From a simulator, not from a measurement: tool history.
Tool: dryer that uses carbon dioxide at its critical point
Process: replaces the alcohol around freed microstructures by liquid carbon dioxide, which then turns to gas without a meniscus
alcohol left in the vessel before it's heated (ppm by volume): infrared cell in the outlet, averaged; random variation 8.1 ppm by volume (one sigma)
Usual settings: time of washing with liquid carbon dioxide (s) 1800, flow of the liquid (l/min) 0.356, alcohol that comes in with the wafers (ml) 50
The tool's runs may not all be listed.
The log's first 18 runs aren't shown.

run	day	time of washing with liquid carbon dioxide (s)	flow of the liquid (l/min)	alcohol that comes in with the wafers (ml)	hours of work since the filter was changed	hours of work since the purifier's bed was changed	alcohol left in the vessel before it's heated (ppm by volume)
19	17.825	1800	0.356	50	52	174	474
20	18.8	1800	0.356	50	60	181	465
21	20.05	1800	0.311	50	69	191	753
22	20.596	1800	0.311	50	74	195	750
23	21.721	1800	0.353	50	82	204	496
24	22.754	1800	0.259	59	90	212	1572
25	23.562	1800	0.285	72	97	218	1457
26	24.442	2880	0.511	78	103	225	34
27	25.792	1620	0.356	94	114	235	1331
28	26.546	1620	0.356	94	120	241	1323
29	27.15	1620	0.356	94	124	246	1344
30	28.058	1620	0.356	94	131	253	1344
31	28.929	1920	0.296	50	138	259	763
32	29.738	1560	0.241	62	144	266	3019
33	30.725	2040	0.28	70	152	273	1003
34	31.383	1800	0.298	50	157	278	937
35	32.396	2760	0.356	51	165	286	96
36	33.667	1560	0.499	50	175	296	248
37	34.329	1560	0.499	50	180	301	260
38	35.358	1560	0.499	50	188	309	262
39	36.4	1320	0.538	28	196	317	222
40	37.638	1620	0.538	117	205	327	345
41	38.233	1800	0.356	102	210	331	1035

Run 42 comes next. What will it give?
42	39.396	1800	0.356	102	219	340	?

Run 42 gave alcohol left in the vessel before it's heated (ppm by volume) 1022.
Without the tool's hidden state the same run would have given alcohol left in the vessel before it's heated (ppm by volume) 854.
